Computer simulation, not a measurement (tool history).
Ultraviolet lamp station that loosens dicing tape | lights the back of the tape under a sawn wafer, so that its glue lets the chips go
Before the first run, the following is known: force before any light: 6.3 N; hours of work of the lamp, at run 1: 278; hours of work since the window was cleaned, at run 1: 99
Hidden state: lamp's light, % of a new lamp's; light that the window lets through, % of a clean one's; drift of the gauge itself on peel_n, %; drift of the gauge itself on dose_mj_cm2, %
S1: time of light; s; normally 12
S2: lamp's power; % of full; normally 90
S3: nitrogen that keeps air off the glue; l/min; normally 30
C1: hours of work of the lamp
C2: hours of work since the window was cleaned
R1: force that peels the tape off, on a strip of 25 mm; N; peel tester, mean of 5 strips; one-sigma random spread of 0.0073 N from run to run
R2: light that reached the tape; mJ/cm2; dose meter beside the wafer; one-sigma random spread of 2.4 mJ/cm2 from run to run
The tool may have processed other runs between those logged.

{"run": 1, "day": 0.0, "S1": 12, "S2": 90, "S3": 30, "C1": 278, "C2": 99, "R1": 0.308, "R2": 231}
{"run": 2, "day": 0.783, "S1": 12, "S2": 90, "S3": 30, "C1": 286, "C2": 107, "R1": 0.315, "R2": 232}
{"run": 3, "day": 1.625, "S1": 12, "S2": 90, "S3": 30, "C1": 294, "C2": 116, "R1": 0.309, "R2": 232}
{"run": 4, "day": 2.888, "S1": 12, "S2": 90, "S3": 30, "C1": 307, "C2": 129, "R1": 0.316, "R2": 233}
{"run": 5, "day": 3.538, "S1": 12, "S2": 90, "S3": 30, "C1": 314, "C2": 135, "R1": 0.307, "R2": 228}
{"run": 6, "day": 4.338, "S1": 12, "S2": 90, "S3": 30, "C1": 322, "C2": 143, "R1": 0.327, "R2": 226}
{"run": 7, "day": 5.212, "S1": 12, "S2": 90, "S3": 19, "C1": 331, "C2": 152, "R1": 0.417, "R2": 228}
{"run": 8, "day": 6.175, "S1": 12, "S2": 73, "S3": 30, "C1": 340, "C2": 162, "R1": 0.493, "R2": 184}
{"run": 9, "day": 6.942, "S1": 12, "S2": 73, "S3": 30, "C1": 348, "C2": 169, "R1": 0.49, "R2": 181}
{"run": 10, "day": 7.542, "S1": 12, "S2": 85, "S3": 30, "C1": 354, "C2": 175, "R1": 0.36, "R2": 217}
{"run": 11, "day": 8.783, "S1": 12, "S2": 85, "S3": 30, "C1": 367, "C2": 188, "R1": 0.375, "R2": 211}
{"run": 12, "day": 9.696, "S1": 12, "S2": 63, "S3": 30, "C1": 376, "C2": 197, "R1": 0.683, "R2": 157}
{"day": 9.792, "done": "window cleaned of glue's vapour"}
{"run": 13, "day": 10.892, "S1": 12, "S2": 63, "S3": 30, "C1": 388, "C2": 11, "R1": 0.68, "R2": 158}
{"run": 14, "day": 11.471, "S1": 12, "S2": 97, "S3": 30, "C1": 393, "C2": 17, "R1": 0.292, "R2": 236}
{"run": 15, "day": 12.333, "S1": 13, "S2": 92, "S3": 29, "C1": 402, "C2": 26, "R1": 0.278, "R2": 245}
{"run": 16, "day": 13.012, "S1": 7, "S2": 90, "S3": 30, "C1": 409, "C2": 32, "R1": 0.986, "R2": 126}
{"day": 13.825, "done": "window cleaned of glue's vapour, once more"}
{"run": 17, "day": 14.129, "S1": 10, "S2": 90, "S3": 10, "C1": 420, "C2": 3, "R1": 0.846, "R2": 191}
{"run": 18, "day": 15.071, "S1": 10, "S2": 90, "S3": 10, "C1": 430, "C2": 13, "R1": 0.88, "R2": 192}
{"run": 19, "day": 15.7, "S1": 18, "S2": 61, "S3": 58, "C1": 436, "C2": 19, "R1": 0.241, "R2": 233}
{"run": 20, "day": 16.321, "S1": 12, "S2": 90, "S3": 53, "C1": 442, "C2": 25, "R1": 0.249, "R2": 226}
{"run": 21, "day": 16.95, "S1": 12, "S2": 90, "S3": 53, "C1": 449, "C2": 32, "R1": 0.253, "R2": 230}
{"run": 22, "day": 18.0, "S1": 8, "S2": 75, "S3": 30, "C1": 459, "C2": 42, "R1": 1.042, "R2": 129}
{"run": 23, "day": 18.912, "S1": 21, "S2": 90, "S3": 53, "C1": 468, "C2": 51, "R1": 0.153, "R2": 396}
{"run": 24, "day": 20.021, "S1": 21, "S2": 90, "S3": 53, "C1": 480, "C2": 63, "R1": 0.152, "R2": 400}
{"run": 25, "day": 20.738, "S1": 21, "S2": 90, "S3": 53, "C1": 487, "C2": 70, "R1": 0.144, "R2": 397}
{"run": 26, "day": 21.45, "S1": 13, "S2": 84, "S3": 30, "C1": 494, "C2": 77, "R1": 0.33, "R2": 229}
{"run": 27, "day": 22.654, "S1": 12, "S2": 64, "S3": 23, "C1": 506, "C2": 89, "R1": 0.772, "R2": 158}

Alternative continuations, all from the tool just after run 27; predict every row:
{"run": "A", "day": 23.758, "S1": 6, "S2": 64, "S3": 23, "C1": 517, "C2": 100, "R1": "?", "R2": "?"}
{"run": "B", "day": 23.758, "S1": 17, "S2": 85, "S3": 23, "C1": 517, "C2": 100, "R1": "?", "R2": "?"}
{"run": "C", "day": 23.758, "S1": 9, "S2": 90, "S3": 30, "C1": 517, "C2": 100, "R1": "?", "R2": "?"}

run=A R1=2.089 R2=80
run=B R1=0.236 R2=303
run=C R1=0.614 R2=166
What these runs would have given with no unlogged condition in the tool:
run=A R1=1.802 R2=91
run=B R1=0.198 R2=344
run=C R1=0.474 R2=189
